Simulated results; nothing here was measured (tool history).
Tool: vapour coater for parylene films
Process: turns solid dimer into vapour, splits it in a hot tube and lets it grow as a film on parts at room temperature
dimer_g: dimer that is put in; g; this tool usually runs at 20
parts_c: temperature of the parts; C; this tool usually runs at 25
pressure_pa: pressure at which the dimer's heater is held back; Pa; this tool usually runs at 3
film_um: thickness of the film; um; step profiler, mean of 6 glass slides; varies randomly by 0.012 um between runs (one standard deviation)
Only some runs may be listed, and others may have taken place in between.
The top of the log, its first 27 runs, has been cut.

| run | hour | dimer_g | parts_c | pressure_pa | hours of work since the trap's valve was overhauled | hours of work since the table's thermometer was calibrated | film_um |
|---|---|---|---|---|---|---|---|
| 28 | 278.6 | 30 | 35 | 3.85 | 87 | 12 | 3.45 |
| 29 | 286.4 | 30 | 35 | 3.85 | 91 | 16 | 3.49 |
| 30 | 298.4 | 20 | 30 | 9.69 | 98 | 23 | 2.38 |
|  | 300.1 | table's thermometer calibrated, once more |
| 31 | 312.6 | 20 | 30 | 9.69 | 105 | 7 | 2.33 |
| 32 | 321 | 19 | 30 | 2.43 | 110 | 12 | 2.97 |
| 33 | 335.1 | 32 | 33 | 2.47 | 117 | 19 | 4.34 |
| 34 | 349.3 | 18 | 27 | 5.26 | 125 | 27 | 2.73 |
| 35 | 356.7 | 16 | 19 | 2.09 | 129 | 31 | 4.19 |
| 36 | 366.2 | 15 | 25 | 2.14 | 134 | 36 | 2.98 |
| 37 | 380.2 | 29 | 24 | 6.88 | 142 | 44 | 4.74 |
| 38 | 388.3 | 29 | 24 | 6.88 | 147 | 49 | 4.72 |
| 39 | 402.7 | 29 | 24 | 6.88 | 155 | 57 | 4.72 |
| 40 | 415.1 | 29 | 31 | 11.45 | 161 | 63 | 3.12 |
| 41 | 430.2 | 29 | 31 | 11.45 | 170 | 72 | 3.11 |
| 42 | 444.8 | 8 | 18 | 3.6 | 178 | 80 | 1.96 |
| 43 | 453.8 | 8 | 18 | 3.6 | 183 | 85 | 1.96 |
| 44 | 461.6 | 23 | 18 | 7.91 | 187 | 89 | 4.76 |
| 45 | 476.1 | 12 | 20 | 5.2 | 195 | 97 | 2.46 |
| 46 | 489.8 | 12 | 20 | 5.2 | 202 | 104 | 2.46 |
| 47 | 503.1 | 12 | 20 | 5.2 | 210 | 112 | 2.47 |

Predict each of these 3 candidate next runs independently; none follows another, all start after run 47:
| A | 516.8 | 24 | 30 | 9.14 | 217 | 119 | ? |
| B | 516.8 | 20 | 25 | 3 | 217 | 119 | ? |
| C | 516.8 | 24 | 25 | 6.53 | 217 | 119 | ? |

| run | film_um |
|---|---|
| A | 2.79 |
| B | 3.67 |
| C | 3.77 |
Stripped of hidden state, with their random variation kept, the same runs would have yielded:
| run | film_um |
|---|---|
| A | 2.87 |
| B | 3.78 |
| C | 3.88 |
